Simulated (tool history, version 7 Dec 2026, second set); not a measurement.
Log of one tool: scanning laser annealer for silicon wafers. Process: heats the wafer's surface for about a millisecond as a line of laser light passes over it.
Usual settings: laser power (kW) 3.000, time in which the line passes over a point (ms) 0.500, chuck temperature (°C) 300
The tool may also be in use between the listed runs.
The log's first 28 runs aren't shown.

| run | hour | laser power (kW) | time in which the line passes over a point (ms) | chuck temperature (°C) | hours of work since the window was cleaned | hours of work since the power meter was calibrated | hours of work since the optics were aligned | highest temperature of the surface (°C) |
|---|---|---|---|---|---|---|---|---|
| 29 | 435.5 | 3.000 | 0.500 | 276 | 115 | 581 | 288 | 1098 |
| 30 | 456.4 | 2.578 | 0.365 | 303 | 126 | 592 | 299 | 900 |
| 31 | 472.5 | 3.035 | 0.556 | 300 | 134 | 600 | 307 | 1168 |
| 32 | 491.7 | 2.824 | 0.478 | 329 | 144 | 610 | 317 | 1074 |
| 33 | 513.6 | 2.759 | 0.475 | 270 | 155 | 621 | 328 | 992 |
| 34 | 524.7 | 2.759 | 0.475 | 270 | 161 | 627 | 334 | 993 |
| 35 | 543.8 | 2.848 | 0.510 | 335 | 171 | 636 | 343 | 1106 |
| 36 | 557.5 | 3.111 | 0.477 | 336 | 178 | 644 | 351 | 1167 |
| 37 | 574.8 | 2.637 | 0.499 | 270 | 187 | 652 | 359 | 965 |
| 38 | 591.3 | 2.705 | 0.566 | 309 | 195 | 661 | 368 | 1065 |
| 39 | 608.5 | 2.558 | 0.538 | 263 | 204 | 670 | 377 | 957 |
| 40 | 619.2 | 2.657 | 0.520 | 300 | 210 | 675 | 382 | 1016 |

Forecast each of these 5 alternatives for the next run:
| A | 633.7 | 3.174 | 0.442 | 274 | 217 | 683 | 390 | ? |
| B | 633.7 | 3.000 | 0.502 | 333 | 217 | 683 | 390 | ? |
| C | 633.7 | 2.657 | 0.369 | 271 | 217 | 683 | 390 | ? |
| D | 633.7 | 2.861 | 0.463 | 325 | 217 | 683 | 390 | ? |
| E | 633.7 | 2.932 | 0.571 | 274 | 217 | 683 | 390 | ? |

| run | highest temperature of the surface (°C) |
|---|---|
| A | 1093 |
| B | 1147 |
| C | 880 |
| D | 1063 |
| E | 1109 |
Without the tool's hidden state the same runs would have given:
| run | highest temperature of the surface (°C) |
|---|---|
| A | 1118 |
| B | 1172 |
| C | 899 |
| D | 1086 |
| E | 1136 |
